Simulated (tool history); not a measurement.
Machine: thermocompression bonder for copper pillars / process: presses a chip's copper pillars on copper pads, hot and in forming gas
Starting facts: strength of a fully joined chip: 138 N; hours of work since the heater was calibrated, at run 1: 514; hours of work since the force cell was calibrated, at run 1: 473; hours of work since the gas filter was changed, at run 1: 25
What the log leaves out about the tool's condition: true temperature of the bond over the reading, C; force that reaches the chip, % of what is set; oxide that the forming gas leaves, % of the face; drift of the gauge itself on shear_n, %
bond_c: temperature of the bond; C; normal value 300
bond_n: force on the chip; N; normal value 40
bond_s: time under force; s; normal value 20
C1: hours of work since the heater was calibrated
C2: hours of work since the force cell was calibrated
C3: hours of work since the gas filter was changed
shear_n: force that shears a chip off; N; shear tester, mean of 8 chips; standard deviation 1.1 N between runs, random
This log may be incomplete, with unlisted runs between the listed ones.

{"run": 1, "hour": 0.0, "bond_c": 300, "bond_n": 40, "bond_s": 20, "C1": 514, "C2": 473, "C3": 25, "shear_n": 97.3}
{"run": 2, "hour": 17.1, "bond_c": 300, "bond_n": 40, "bond_s": 20, "C1": 527, "C2": 486, "C3": 38, "shear_n": 98.0}
{"run": 3, "hour": 32.7, "bond_c": 300, "bond_n": 30, "bond_s": 20, "C1": 538, "C2": 498, "C3": 49, "shear_n": 84.8}
{"run": 4, "hour": 49.8, "bond_c": 300, "bond_n": 30, "bond_s": 20, "C1": 551, "C2": 510, "C3": 62, "shear_n": 84.7}
{"run": 5, "hour": 72.4, "bond_c": 300, "bond_n": 30, "bond_s": 20, "C1": 567, "C2": 527, "C3": 79, "shear_n": 81.8}
{"run": 6, "hour": 85.3, "bond_c": 279, "bond_n": 40, "bond_s": 20, "C1": 577, "C2": 536, "C3": 88, "shear_n": 76.3}
{"run": 7, "hour": 98.3, "bond_c": 300, "bond_n": 40, "bond_s": 20, "C1": 587, "C2": 546, "C3": 98, "shear_n": 95.9}
{"run": 8, "hour": 117.3, "bond_c": 300, "bond_n": 40, "bond_s": 20, "C1": 601, "C2": 560, "C3": 112, "shear_n": 96.5}
{"run": 9, "hour": 132.8, "bond_c": 300, "bond_n": 40, "bond_s": 20, "C1": 612, "C2": 572, "C3": 123, "shear_n": 92.9}
{"run": 10, "hour": 145.3, "bond_c": 300, "bond_n": 40, "bond_s": 20, "C1": 621, "C2": 581, "C3": 133, "shear_n": 95.3}
{"run": 11, "hour": 158.3, "bond_c": 300, "bond_n": 40, "bond_s": 20, "C1": 631, "C2": 590, "C3": 142, "shear_n": 94.1}
{"run": 12, "hour": 176.7, "bond_c": 300, "bond_n": 40, "bond_s": 20, "C1": 645, "C2": 604, "C3": 156, "shear_n": 95.1}
{"run": 13, "hour": 196.0, "bond_c": 300, "bond_n": 40, "bond_s": 20, "C1": 659, "C2": 618, "C3": 170, "shear_n": 92.6}
{"run": 14, "hour": 217.6, "bond_c": 300, "bond_n": 40, "bond_s": 20, "C1": 675, "C2": 634, "C3": 186, "shear_n": 93.2}
{"hour": 221.8, "done": "heater calibrated with a thermocouple chip"}
{"run": 15, "hour": 239.4, "bond_c": 300, "bond_n": 40, "bond_s": 20, "C1": 13, "C2": 649, "C3": 201, "shear_n": 91.6}
{"run": 16, "hour": 263.3, "bond_c": 300, "bond_n": 40, "bond_s": 20, "C1": 31, "C2": 667, "C3": 219, "shear_n": 92.0}
{"run": 17, "hour": 279.3, "bond_c": 300, "bond_n": 40, "bond_s": 20, "C1": 43, "C2": 678, "C3": 230, "shear_n": 90.2}
{"run": 18, "hour": 296.2, "bond_c": 300, "bond_n": 40, "bond_s": 20, "C1": 55, "C2": 691, "C3": 243, "shear_n": 89.1}
{"run": 19, "hour": 310.9, "bond_c": 300, "bond_n": 40, "bond_s": 20, "C1": 66, "C2": 702, "C3": 254, "shear_n": 89.3}
{"run": 20, "hour": 333.2, "bond_c": 300, "bond_n": 40, "bond_s": 20, "C1": 82, "C2": 718, "C3": 270, "shear_n": 88.2}
{"hour": 336.7, "done": "heater calibrated with a thermocouple chip, once more"}
{"run": 21, "hour": 350.2, "bond_c": 300, "bond_n": 40, "bond_s": 20, "C1": 10, "C2": 729, "C3": 281, "shear_n": 94.8}
{"run": 22, "hour": 368.3, "bond_c": 300, "bond_n": 40, "bond_s": 20, "C1": 23, "C2": 743, "C3": 295, "shear_n": 91.9}
{"run": 23, "hour": 387.1, "bond_c": 300, "bond_n": 40, "bond_s": 20, "C1": 37, "C2": 757, "C3": 309, "shear_n": 93.1}
{"run": 24, "hour": 400.0, "bond_c": 300, "bond_n": 40, "bond_s": 20, "C1": 47, "C2": 766, "C3": 318, "shear_n": 94.5}
{"run": 25, "hour": 416.1, "bond_c": 320, "bond_n": 40, "bond_s": 19, "C1": 59, "C2": 778, "C3": 330, "shear_n": 105.8}
{"run": 26, "hour": 435.1, "bond_c": 320, "bond_n": 40, "bond_s": 19, "C1": 73, "C2": 792, "C3": 344, "shear_n": 105.0}
{"run": 27, "hour": 446.1, "bond_c": 320, "bond_n": 40, "bond_s": 19, "C1": 81, "C2": 800, "C3": 352, "shear_n": 105.1}
{"run": 28, "hour": 462.4, "bond_c": 282, "bond_n": 42, "bond_s": 47, "C1": 93, "C2": 812, "C3": 364, "shear_n": 97.5}
{"run": 29, "hour": 473.0, "bond_c": 326, "bond_n": 59, "bond_s": 11, "C1": 101, "C2": 820, "C3": 372, "shear_n": 109.3}
{"run": 30, "hour": 492.0, "bond_c": 270, "bond_n": 40, "bond_s": 43, "C1": 115, "C2": 834, "C3": 386, "shear_n": 82.7}
{"run": 31, "hour": 502.6, "bond_c": 318, "bond_n": 32, "bond_s": 56, "C1": 123, "C2": 842, "C3": 394, "shear_n": 114.2}
{"run": 32, "hour": 513.5, "bond_c": 318, "bond_n": 32, "bond_s": 56, "C1": 131, "C2": 850, "C3": 402, "shear_n": 114.1}
{"run": 33, "hour": 535.5, "bond_c": 318, "bond_n": 32, "bond_s": 56, "C1": 147, "C2": 866, "C3": 418, "shear_n": 112.6}
{"run": 34, "hour": 555.6, "bond_c": 293, "bond_n": 40, "bond_s": 20, "C1": 162, "C2": 881, "C3": 433, "shear_n": 85.8}
{"hour": 571.3, "done": "forming gas filter changed"}
{"run": 35, "hour": 577.9, "bond_c": 327, "bond_n": 32, "bond_s": 18, "C1": 178, "C2": 897, "C3": 5, "shear_n": 105.8}
{"run": 36, "hour": 601.9, "bond_c": 326, "bond_n": 40, "bond_s": 17, "C1": 196, "C2": 915, "C3": 23, "shear_n": 112.4}
{"run": 37, "hour": 621.5, "bond_c": 277, "bond_n": 40, "bond_s": 20, "C1": 210, "C2": 930, "C3": 37, "shear_n": 77.5}
{"run": 38, "hour": 640.8, "bond_c": 277, "bond_n": 26, "bond_s": 58, "C1": 225, "C2": 944, "C3": 51, "shear_n": 85.2}
{"run": 39, "hour": 661.5, "bond_c": 277, "bond_n": 57, "bond_s": 13, "C1": 240, "C2": 959, "C3": 67, "shear_n": 82.7}

Below are 4 alternative next runs, each starting from the tool's condition after run 39. Predict each:
{"run": "A", "hour": 677.5, "bond_c": 277, "bond_n": 57, "bond_s": 50, "C1": 252, "C2": 971, "C3": 79, "shear_n": "?"}
{"run": "B", "hour": 677.5, "bond_c": 324, "bond_n": 40, "bond_s": 57, "C1": 252, "C2": 971, "C3": 79, "shear_n": "?"}
{"run": "C", "hour": 677.5, "bond_c": 277, "bond_n": 50, "bond_s": 13, "C1": 252, "C2": 971, "C3": 79, "shear_n": "?"}
{"run": "D", "hour": 677.5, "bond_c": 308, "bond_n": 33, "bond_s": 45, "C1": 252, "C2": 971, "C3": 79, "shear_n": "?"}

run=A shear_n=113.7
run=B shear_n=128.9
run=C shear_n=75.0
run=D shear_n=114.9
Without the tool's unlogged condition, the same runs would have read:
run=A shear_n=119.0
run=B shear_n=132.7
run=C shear_n=80.6
run=D shear_n=120.2

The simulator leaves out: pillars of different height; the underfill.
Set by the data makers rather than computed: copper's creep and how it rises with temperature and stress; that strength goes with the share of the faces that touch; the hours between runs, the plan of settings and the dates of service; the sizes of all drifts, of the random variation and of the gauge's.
